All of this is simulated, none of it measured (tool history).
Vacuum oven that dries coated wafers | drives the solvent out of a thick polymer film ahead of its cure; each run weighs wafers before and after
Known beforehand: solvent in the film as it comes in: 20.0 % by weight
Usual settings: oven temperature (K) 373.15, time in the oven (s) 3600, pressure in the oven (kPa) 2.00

Run 1, hour 0.0: usual settings. Result: solvent left in the film (%) 1.88.
Run 2, hour 10.8: usual settings. Result: solvent left in the film (%) 1.93.
Run 3, hour 21.5: usual settings. Result: solvent left in the film (%) 1.86.
Run 4, hour 38.1: usual settings. Result: solvent left in the film (%) 1.94.
Run 5, hour 57.7: usual settings but pressure in the oven (kPa) 1.30. Result: solvent left in the film (%) 1.50.
Run 6, hour 68.6: usual settings but pressure in the oven (kPa) 1.16. Result: solvent left in the film (%) 1.48.
Run 7, hour 78.5: usual settings but pressure in the oven (kPa) 1.16. Result: solvent left in the film (%) 1.48.
Run 8, hour 95.8: usual settings but pressure in the oven (kPa) 1.16. Result: solvent left in the film (%) 1.35.
Run 9, hour 113.0: usual settings but pressure in the oven (kPa) 1.16. Result: solvent left in the film (%) 1.43.
Run 10, hour 132.6: usual settings but pressure in the oven (kPa) 1.16. Result: solvent left in the film (%) 1.45.
Run 11, hour 142.9: usual settings but time in the oven (s) 4920. Result: solvent left in the film (%) 1.48.
Run 12, hour 160.9: usual settings. Result: solvent left in the film (%) 1.95.
Run 13, hour 184.3: usual settings. Result: solvent left in the film (%) 1.93.
Run 14, hour 199.5: usual settings. Result: solvent left in the film (%) 1.97.
Run 15, hour 214.9: usual settings. Result: solvent left in the film (%) 1.88.
Run 16, hour 230.1: usual settings. Result: solvent left in the film (%) 1.88.
Run 17, hour 250.4: usual settings but oven temperature (K) 370.15. Result: solvent left in the film (%) 2.54.
Run 18, hour 265.4: usual settings but oven temperature (K) 370.15. Result: solvent left in the film (%) 2.54.
Run 19, hour 276.1: usual settings but oven temperature (K) 387.15, time in the oven (s) 3900, pressure in the oven (kPa) 2.47. Result: solvent left in the film (%) 0.87.
Run 20, hour 290.1: usual settings but oven temperature (K) 387.15, time in the oven (s) 3900, pressure in the oven (kPa) 2.47. Result: solvent left in the film (%) 0.93.
Run 21, hour 312.6: usual settings but oven temperature (K) 366.15, time in the oven (s) 5460, pressure in the oven (kPa) 2.47. Result: solvent left in the film (%) 2.57.
At hour 315.2: vacuum gauge cleaned of residue and calibrated.
Run 22, hour 326.1: usual settings but pressure in the oven (kPa) 4.56. Result: solvent left in the film (%) 3.42.
Run 23, hour 348.6: usual settings but oven temperature (K) 385.15, pressure in the oven (kPa) 1.64. Result: solvent left in the film (%) 0.78.
Run 24, hour 359.3: usual settings but oven temperature (K) 385.15, pressure in the oven (kPa) 1.64. Result: solvent left in the film (%) 0.76.
Run 25, hour 372.3: usual settings but oven temperature (K) 385.15, pressure in the oven (kPa) 3.14. Result: solvent left in the film (%) 1.31.
At hour 385.5: vacuum gauge cleaned of residue and calibrated, once more.
Run 26, hour 393.7: usual settings but oven temperature (K) 360.15, time in the oven (s) 4560, pressure in the oven (kPa) 1.82. Result: solvent left in the film (%) 4.35.
Run 27, hour 406.1: usual settings but oven temperature (K) 360.15, time in the oven (s) 4560, pressure in the oven (kPa) 1.82. Result: solvent left in the film (%) 4.28.
Run 28, hour 420.1: usual settings but oven temperature (K) 369.15, time in the oven (s) 6240, pressure in the oven (kPa) 2.94. Result: solvent left in the film (%) 2.29.
Run 29, hour 432.3: usual settings but pressure in the oven (kPa) 1.13. Result: solvent left in the film (%) 1.43.
Run 30, hour 445.9: usual settings but time in the oven (s) 1920, pressure in the oven (kPa) 5.00. Result: solvent left in the film (%) 5.75.
Run 31, hour 457.7: usual settings but time in the oven (s) 1920, pressure in the oven (kPa) 5.00. Result: solvent left in the film (%) 5.71.
Run 32, hour 472.2: usual settings but time in the oven (s) 2340. Result: solvent left in the film (%) 3.24.
Run 33, hour 493.1: usual settings but oven temperature (K) 381.15. Result: solvent left in the film (%) 0.96.
Run 34, hour 504.2: usual settings but oven temperature (K) 361.15, time in the oven (s) 3840. Result: solvent left in the film (%) 4.91.

A few steps of solvent left in the film (%) between consecutive runs. Split each: what settings, incoming material and random variation would produce without the hidden state, and what is left over for the hidden state, along with gauge scatter present in only one of the two compared results (measured, and without hidden state):
Hidden state at play: true wafer temperature over the reading, C; true pressure over the reading, kPa; drift of the gauge itself on solvent_pct, %.
Run 20 -> 21: oven temperature (K) 387.15 -> 366.15, time in the oven (s) 3900 -> 5460. solvent left in the film (%) +1.64: hidden state +0.10, all else +1.54.
Run 25 -> 26: oven temperature (K) 385.15 -> 360.15, time in the oven (s) 3600 -> 4560, pressure in the oven (kPa) 3.14 -> 1.82, vacuum gauge cleaned of residue and calibrated, once more. solvent left in the film (%) +3.04: hidden state +0.05, all else +2.99.
Run 29 -> 30: time in the oven (s) 3600 -> 1920, pressure in the oven (kPa) 1.13 -> 5.00. solvent left in the film (%) +4.32: hidden state +0.09, all else +4.23.
Run 32 -> 33: oven temperature (K) 373.15 -> 381.15, time in the oven (s) 2340 -> 3600. solvent left in the film (%) -2.28: hidden state -0.10, all else -2.18.
Run 33 -> 34: oven temperature (K) 381.15 -> 361.15, time in the oven (s) 3600 -> 3840. solvent left in the film (%) +3.95: hidden state +0.15, all else +3.80.
